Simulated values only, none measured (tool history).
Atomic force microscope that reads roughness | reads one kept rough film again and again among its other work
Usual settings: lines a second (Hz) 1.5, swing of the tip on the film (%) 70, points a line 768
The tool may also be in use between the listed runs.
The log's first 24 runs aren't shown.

| run | hour | lines a second (Hz) | swing of the tip on the film (%) | points a line | roughness of the kept film (nm (root mean square)) |
|---|---|---|---|---|---|
|  | 492 | new tip fitted |
| 25 | 496.1 | 0.73 | 70 | 768 | 5.376 |
| 26 | 519.4 | 1.5 | 70 | 768 | 5.233 |
| 27 | 538.7 | 3.31 | 76 | 687 | 4.806 |
| 28 | 568.2 | 3.31 | 76 | 687 | 4.628 |
| 29 | 583.8 | 1.48 | 77 | 684 | 4.773 |
| 30 | 605.3 | 1.48 | 77 | 684 | 4.723 |
| 31 | 632.9 | 1.48 | 77 | 684 | 4.557 |
|  | 655.3 | new tip fitted |
| 32 | 664.7 | 1.22 | 70 | 263 | 5.309 |
| 33 | 690.9 | 1.42 | 82 | 340 | 5.005 |
| 34 | 710.9 | 1.39 | 86 | 347 | 4.897 |
| 35 | 740.5 | 0.73 | 86 | 1017 | 4.891 |
| 36 | 769.7 | 0.73 | 86 | 1017 | 4.778 |
| 37 | 796.4 | 1.5 | 57 | 473 | 4.731 |
| 38 | 810.1 | 1.5 | 57 | 473 | 4.642 |
|  | 820.2 | new tip fitted |
| 39 | 827.3 | 1.65 | 89 | 758 | 5.04 |
| 40 | 854.4 | 1.65 | 60 | 758 | 5.231 |
| 41 | 881 | 2.64 | 70 | 324 | 4.871 |
| 42 | 900.2 | 2.64 | 70 | 324 | 4.775 |

Forecast run 43:
| 43 | 921.6 | 2.64 | 70 | 324 | ? |

roughness of the kept film (nm (root mean square)): 4.647
Without the tool's hidden state the same run would have given roughness of the kept film (nm (root mean square)) 5.212.
